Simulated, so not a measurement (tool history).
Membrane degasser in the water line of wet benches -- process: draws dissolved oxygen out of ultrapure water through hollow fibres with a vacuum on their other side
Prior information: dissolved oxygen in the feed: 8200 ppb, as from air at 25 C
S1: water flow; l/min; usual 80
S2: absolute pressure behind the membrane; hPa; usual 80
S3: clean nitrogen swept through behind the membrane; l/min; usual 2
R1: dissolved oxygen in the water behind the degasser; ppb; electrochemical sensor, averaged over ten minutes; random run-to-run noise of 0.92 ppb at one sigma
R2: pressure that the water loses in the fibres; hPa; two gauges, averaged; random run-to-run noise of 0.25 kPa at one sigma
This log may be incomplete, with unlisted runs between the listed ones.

{"run": 1, "hour": 0.0, "S1": 80, "S2": 80, "S3": 2, "R1": 379.5, "R2": 708.1}
{"run": 2, "hour": 51.6, "S1": 80, "S2": 80, "S3": 2, "R1": 378.2, "R2": 709.4}
{"run": 3, "hour": 96.5, "S1": 80, "S2": 80, "S3": 2, "R1": 380.4, "R2": 713}
{"run": 4, "hour": 141.7, "S1": 80, "S2": 154.7, "S3": 2, "R1": 901.6, "R2": 713.7}
{"run": 5, "hour": 235.9, "S1": 80, "S2": 80, "S3": 2, "R1": 380.6, "R2": 710.2}
{"run": 6, "hour": 336.9, "S1": 80, "S2": 80, "S3": 2, "R1": 381.7, "R2": 712.8}
{"run": 7, "hour": 404.4, "S1": 80, "S2": 80, "S3": 2, "R1": 379.8, "R2": 712.4}
{"run": 8, "hour": 505.0, "S1": 80, "S2": 80, "S3": 2, "R1": 381.4, "R2": 712.1}
{"run": 9, "hour": 552.2, "S1": 80, "S2": 80, "S3": 2, "R1": 382.6, "R2": 711.5}
{"run": 10, "hour": 599.3, "S1": 80, "S2": 80, "S3": 2.91, "R1": 285.2, "R2": 714.2}
{"run": 11, "hour": 647.2, "S1": 80, "S2": 80, "S3": 2.91, "R1": 285.7, "R2": 718.9}
{"run": 12, "hour": 748.4, "S1": 80, "S2": 80, "S3": 2, "R1": 383, "R2": 709.9}
{"run": 13, "hour": 829.6, "S1": 80, "S2": 80, "S3": 2, "R1": 381.7, "R2": 711.1}
{"run": 14, "hour": 900.5, "S1": 80, "S2": 80, "S3": 2.33, "R1": 340.5, "R2": 718.9}
{"run": 15, "hour": 1001.5, "S1": 80, "S2": 80, "S3": 2.33, "R1": 339.8, "R2": 720.2}
{"run": 16, "hour": 1097.5, "S1": 80, "S2": 80, "S3": 2.33, "R1": 341, "R2": 717.5}
{"run": 17, "hour": 1153.8, "S1": 60, "S2": 66.5, "S3": 3.83, "R1": 126.9, "R2": 536.5}
{"run": 18, "hour": 1224.7, "S1": 80, "S2": 80, "S3": 2.92, "R1": 285.1, "R2": 714.6}
{"run": 19, "hour": 1294.7, "S1": 94, "S2": 127.2, "S3": 2, "R1": 813.7, "R2": 843.8}
{"run": 20, "hour": 1346.6, "S1": 125, "S2": 127.2, "S3": 2.82, "R1": 799.9, "R2": 1120.6}
{"run": 21, "hour": 1428.1, "S1": 71, "S2": 130.2, "S3": 1.31, "R1": 920.7, "R2": 638.7}
{"run": 22, "hour": 1535.1, "S1": 80, "S2": 51.2, "S3": 2, "R1": 165.5, "R2": 720.3}
{"run": 23, "hour": 1608.4, "S1": 80, "S2": 51.2, "S3": 2, "R1": 166.3, "R2": 726.3}
{"run": 24, "hour": 1692.1, "S1": 80, "S2": 51.2, "S3": 2, "R1": 165.7, "R2": 723.4}
{"run": 25, "hour": 1758.7, "S1": 80, "S2": 89.5, "S3": 5.47, "R1": 201.2, "R2": 726.4}
{"run": 26, "hour": 1836.9, "S1": 80, "S2": 49.3, "S3": 5.47, "R1": 70, "R2": 720.8}
{"run": 27, "hour": 1905.9, "S1": 87, "S2": 80, "S3": 2.39, "R1": 361.4, "R2": 784.6}
{"run": 28, "hour": 2012.8, "S1": 73, "S2": 80, "S3": 2, "R1": 357.7, "R2": 663.4}
{"run": 29, "hour": 2069.9, "S1": 117, "S2": 54.2, "S3": 2.91, "R1": 212.7, "R2": 1052.3}
{"run": 30, "hour": 2126.4, "S1": 117, "S2": 54.2, "S3": 2.91, "R1": 212.2, "R2": 1056.6}
{"run": 31, "hour": 2235.2, "S1": 117, "S2": 56.8, "S3": 0.88, "R1": 475.4, "R2": 1059.1}
{"run": 32, "hour": 2344.4, "S1": 117, "S2": 56.8, "S3": 0.88, "R1": 480.3, "R2": 1059.7}

Removed from this log: 1 entry logged between the listed runs. Between which two listed runs does each belong, and how does the tool's hidden state at the listed run before it compare with that at the listed run after it?
In the gap between runs 7 and 8: seals of the vacuum lines changed (hour 499)
  membrane still open, %: 95.7 -> 95.6; air that leaks in behind the membrane, l/min: 0.0103 -> 0.0025
  difference, measured minus the result without the unlogged condition, R1: +3.5 -> +3.7 ppb; R2: +30.4 -> +31.1 hPa
